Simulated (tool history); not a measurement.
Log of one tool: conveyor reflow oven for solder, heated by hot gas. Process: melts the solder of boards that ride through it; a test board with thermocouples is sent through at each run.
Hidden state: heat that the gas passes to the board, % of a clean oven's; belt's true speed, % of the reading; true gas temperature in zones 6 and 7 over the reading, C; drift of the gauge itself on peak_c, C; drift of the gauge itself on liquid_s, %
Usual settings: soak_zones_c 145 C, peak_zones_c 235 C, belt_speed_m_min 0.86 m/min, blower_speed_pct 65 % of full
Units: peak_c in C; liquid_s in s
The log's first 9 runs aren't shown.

run    day  soak_zones_c  peak_zones_c  belt_speed_m_min  blower_speed_pct  hours of work since the flux was cleaned out  hours of work since the belt drive was overhauled  hours of work since the thermocouples were changed  peak_c  liquid_s
 10  3.096           130           235              0.86                65                                           109                                                 76                                                  57   214.5      38.3
 11  3.362           145           235             0.852                65                                           111                                                 78                                                  60   218.1      44.7
 12  3.779           145           235              0.86                65                                           115                                                 82                                                  64   218.6      43.8
 13  4.029           145           235              0.86                65                                           118                                                 85                                                  66   217.7      43.7
 14  4.471           145           229              0.86                65                                           122                                                 89                                                  71   212.5      40.7
 15  4.808           145           229              0.86                65                                           125                                                 92                                                  74   211.9      40.3
 16  5.038           145           233              0.86                65                                           127                                                 94                                                  76   215.8      42.8
 17  5.258           145           233              0.86                65                                           130                                                 97                                                  78   215.6      42.3
       5.5  -- flux residue cleaned out of gas plates and filters
 18  5.696           156           232              0.86                75                                             2                                                 99                                                  81   218.1      47.8
 19  6.067           145           243              0.86                87                                             6                                                102                                                  84   227.3      48.6
 20  6.388           145           229              0.86                55                                             9                                                106                                                  87   210.2      38.7
 21  6.583           145           235             0.733                65                                            11                                                108                                                  89   221.4      54.6
     6.929  -- flux residue cleaned out of gas plates and filters, once more
 22  7.108           145           235             0.733                65                                             2                                                111                                                  92   222.7      55.3
 23  7.521           145           235             0.733                65                                             6                                                115                                                  96   222.6      55.3
 24  7.946           140           223             0.733                65                                            10                                                119                                                 100   210.8        47
 25    8.4           140           223             0.733                65                                            14                                                123                                                 105   210.9      46.8
 26  8.592           139           235             0.789                87                                            16                                                125                                                 107   223.1      49.8
 27  8.925           145           241             0.785                65                                            19                                                128                                                 110   225.9        53
 28  9.171           145           235              0.89                53                                            22                                                131                                                 112   214.6      39.9
 29  9.588           145           233              0.89                53                                            26                                                135                                                 116   212.7      39.1
 30  9.829           145           233              0.89                53                                            28                                                137                                                 119   213.5        39

The next listed run, before its measurement:
 31  10.267           145           233              0.89                53                                            32                                                141                                                 123       ?         ?

peak_c: 213 C
liquid_s: 39 s
Without the tool's hidden state the same run would have given peak_c 213.8 C, liquid_s 39.4 s.
